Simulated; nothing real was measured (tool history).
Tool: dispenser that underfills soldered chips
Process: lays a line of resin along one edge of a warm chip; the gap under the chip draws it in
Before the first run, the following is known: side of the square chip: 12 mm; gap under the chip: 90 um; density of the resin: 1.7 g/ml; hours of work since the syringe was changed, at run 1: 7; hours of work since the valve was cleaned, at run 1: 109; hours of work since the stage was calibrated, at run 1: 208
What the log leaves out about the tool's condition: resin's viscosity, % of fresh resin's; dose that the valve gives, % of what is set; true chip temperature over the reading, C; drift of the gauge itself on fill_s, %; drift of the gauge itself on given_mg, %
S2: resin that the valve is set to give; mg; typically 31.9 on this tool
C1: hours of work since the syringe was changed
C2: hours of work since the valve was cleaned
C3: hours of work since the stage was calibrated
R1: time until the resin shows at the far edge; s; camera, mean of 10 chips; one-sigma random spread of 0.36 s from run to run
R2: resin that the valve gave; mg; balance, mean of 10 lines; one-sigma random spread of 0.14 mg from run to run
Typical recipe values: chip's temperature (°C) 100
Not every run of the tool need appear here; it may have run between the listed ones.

{"run": 1, "hour": 0.0, "chip's temperature (°C)": 100, "S2": 31.9, "C1": 7, "C2": 109, "C3": 208, "R1": 27.7, "R2": 30.53}
{"hour": 4.2, "done": "dispensing valve cleaned and set on the balance"}
{"hour": 5.3, "done": "new syringe of resin"}
{"run": 2, "hour": 7.2, "chip's temperature (°C)": 100, "S2": 31.9, "C1": 1, "C2": 2, "C3": 212, "R1": 21.1, "R2": 32.01}
{"run": 3, "hour": 13.8, "chip's temperature (°C)": 100, "S2": 31.9, "C1": 7, "C2": 7, "C3": 218, "R1": 26.9, "R2": 32.01}
{"run": 4, "hour": 18.2, "chip's temperature (°C)": 100, "S2": 31.9, "C1": 10, "C2": 11, "C3": 221, "R1": 31.3, "R2": 31.86}
{"hour": 19.1, "done": "new syringe of resin"}
{"run": 5, "hour": 22.7, "chip's temperature (°C)": 100, "S2": 34.5, "C1": 3, "C2": 14, "C3": 224, "R1": 21.9, "R2": 34.5}
{"run": 6, "hour": 27.6, "chip's temperature (°C)": 100, "S2": 34.5, "C1": 7, "C2": 18, "C3": 228, "R1": 26.5, "R2": 34.13}
{"run": 7, "hour": 31.7, "chip's temperature (°C)": 102, "S2": 31.9, "C1": 10, "C2": 21, "C3": 231, "R1": 29.3, "R2": 31.86}
{"hour": 32.6, "done": "new syringe of resin"}
{"run": 8, "hour": 34.8, "chip's temperature (°C)": 100, "S2": 31.9, "C1": 2, "C2": 23, "C3": 234, "R1": 21.4, "R2": 31.78}
{"run": 9, "hour": 38.3, "chip's temperature (°C)": 100, "S2": 31.9, "C1": 5, "C2": 26, "C3": 236, "R1": 24.1, "R2": 31.55}
{"run": 10, "hour": 42.2, "chip's temperature (°C)": 100, "S2": 31.9, "C1": 8, "C2": 29, "C3": 239, "R1": 28.0, "R2": 31.54}
{"hour": 46.1, "done": "new syringe of resin"}
{"run": 11, "hour": 47.4, "chip's temperature (°C)": 100, "S2": 31.9, "C1": 1, "C2": 33, "C3": 243, "R1": 21.5, "R2": 31.39}
{"run": 12, "hour": 53.1, "chip's temperature (°C)": 100, "S2": 31.9, "C1": 6, "C2": 38, "C3": 248, "R1": 26.5, "R2": 31.48}
{"run": 13, "hour": 58.3, "chip's temperature (°C)": 96, "S2": 31.9, "C1": 10, "C2": 42, "C3": 252, "R1": 36.2, "R2": 31.88}
{"hour": 59.8, "done": "new syringe of resin"}
{"run": 14, "hour": 65.0, "chip's temperature (°C)": 96, "S2": 31.9, "C1": 4, "C2": 47, "C3": 257, "R1": 27.6, "R2": 31.29}
{"run": 15, "hour": 70.9, "chip's temperature (°C)": 96, "S2": 29.9, "C1": 9, "C2": 52, "C3": 262, "R1": 34.6, "R2": 29.32}
{"hour": 73.2, "done": "new syringe of resin"}
{"run": 16, "hour": 76.6, "chip's temperature (°C)": 100, "S2": 27.9, "C1": 3, "C2": 56, "C3": 266, "R1": 23.3, "R2": 27.26}
{"run": 17, "hour": 80.8, "chip's temperature (°C)": 100, "S2": 27.9, "C1": 6, "C2": 59, "C3": 269, "R1": 27.3, "R2": 27.23}
{"run": 18, "hour": 86.1, "chip's temperature (°C)": 99, "S2": 31.9, "C1": 10, "C2": 63, "C3": 274, "R1": 33.1, "R2": 30.96}
{"hour": 86.7, "done": "new syringe of resin"}
{"run": 19, "hour": 89.4, "chip's temperature (°C)": 99, "S2": 31.9, "C1": 2, "C2": 66, "C3": 276, "R1": 22.0, "R2": 31.19}
{"run": 20, "hour": 95.0, "chip's temperature (°C)": 93, "S2": 30.4, "C1": 7, "C2": 70, "C3": 280, "R1": 34.0, "R2": 29.74}
{"run": 21, "hour": 99.8, "chip's temperature (°C)": 93, "S2": 30.4, "C1": 10, "C2": 74, "C3": 284, "R1": 40.1, "R2": 29.67}
{"hour": 100.5, "done": "new syringe of resin"}
{"run": 22, "hour": 105.3, "chip's temperature (°C)": 93, "S2": 30.4, "C1": 4, "C2": 78, "C3": 288, "R1": 30.4, "R2": 29.52}
{"run": 23, "hour": 111.6, "chip's temperature (°C)": 93, "S2": 30.4, "C1": 9, "C2": 83, "C3": 293, "R1": 37.9, "R2": 29.22}
{"hour": 113.9, "done": "new syringe of resin"}
{"run": 24, "hour": 115.8, "chip's temperature (°C)": 93, "S2": 28.1, "C1": 2, "C2": 86, "C3": 296, "R1": 28.4, "R2": 27.24}
{"run": 25, "hour": 121.5, "chip's temperature (°C)": 91, "S2": 39.8, "C1": 6, "C2": 91, "C3": 301, "R1": 35.0, "R2": 38.58}
{"run": 26, "hour": 125.2, "chip's temperature (°C)": 91, "S2": 39.8, "C1": 9, "C2": 94, "C3": 304, "R1": 40.1, "R2": 38.5}
{"hour": 127.5, "done": "new syringe of resin"}
{"run": 27, "hour": 131.3, "chip's temperature (°C)": 106, "S2": 32.7, "C1": 3, "C2": 98, "C3": 308, "R1": 19.3, "R2": 31.68}
{"run": 28, "hour": 134.4, "chip's temperature (°C)": 90, "S2": 37.8, "C1": 5, "C2": 101, "C3": 311, "R1": 35.3, "R2": 35.88}
{"run": 29, "hour": 140.5, "chip's temperature (°C)": 93, "S2": 37.8, "C1": 10, "C2": 106, "C3": 316, "R1": 39.3, "R2": 36.38}
{"hour": 141.3, "done": "new syringe of resin"}
{"run": 30, "hour": 145.7, "chip's temperature (°C)": 96, "S2": 37.8, "C1": 4, "C2": 110, "C3": 320, "R1": 26.8, "R2": 36.19}
{"hour": 149.2, "done": "dispensing valve cleaned and set on the balance"}
{"run": 31, "hour": 151.3, "chip's temperature (°C)": 96, "S2": 37.8, "C1": 7, "C2": 2, "C3": 323, "R1": 31.9, "R2": 37.8}
{"hour": 156.3, "done": "new syringe of resin"}
{"run": 32, "hour": 158.0, "chip's temperature (°C)": 96, "S2": 37.8, "C1": 1, "C2": 7, "C3": 328, "R1": 24.3, "R2": 37.98}
{"run": 33, "hour": 164.4, "chip's temperature (°C)": 96, "S2": 37.8, "C1": 6, "C2": 12, "C3": 333, "R1": 30.2, "R2": 37.6}
{"run": 34, "hour": 167.4, "chip's temperature (°C)": 111, "S2": 33.9, "C1": 9, "C2": 14, "C3": 336, "R1": 22.0, "R2": 33.72}
{"hour": 169.7, "done": "new syringe of resin"}
{"run": 35, "hour": 171.5, "chip's temperature (°C)": 88, "S2": 33.3, "C1": 1, "C2": 17, "C3": 339, "R1": 31.5, "R2": 33.33}

Each row is a separate what-if for the run after 35, all from the same tool condition, not one after another. Results?
{"run": "A", "hour": 176.5, "chip's temperature (°C)": 107, "S2": 29.1, "C1": 5, "C2": 21, "C3": 343, "R1": "?", "R2": "?"}
{"run": "B", "hour": 176.5, "chip's temperature (°C)": 89, "S2": 35.0, "C1": 5, "C2": 21, "C3": 343, "R1": "?", "R2": "?"}
{"run": "C", "hour": 176.5, "chip's temperature (°C)": 87, "S2": 38.9, "C1": 5, "C2": 21, "C3": 343, "R1": "?", "R2": "?"}
{"run": "D", "hour": 176.5, "chip's temperature (°C)": 90, "S2": 33.7, "C1": 5, "C2": 21, "C3": 343, "R1": "?", "R2": "?"}
{"run": "E", "hour": 176.5, "chip's temperature (°C)": 95, "S2": 31.7, "C1": 5, "C2": 21, "C3": 343, "R1": "?", "R2": "?"}

run=A R1=21.5 R2=28.82
run=B R1=36.0 R2=34.76
run=C R1=39.1 R2=38.55
run=D R1=35.9 R2=33.61
run=E R1=31.0 R2=31.33
Take away the tool's hidden state, keep each run's random variation, and the runs would have read:
run=A R1=15.9 R2=29.00
run=B R1=26.6 R2=34.99
run=C R1=29.1 R2=38.80
run=D R1=26.6 R2=33.83
run=E R1=23.1 R2=31.54
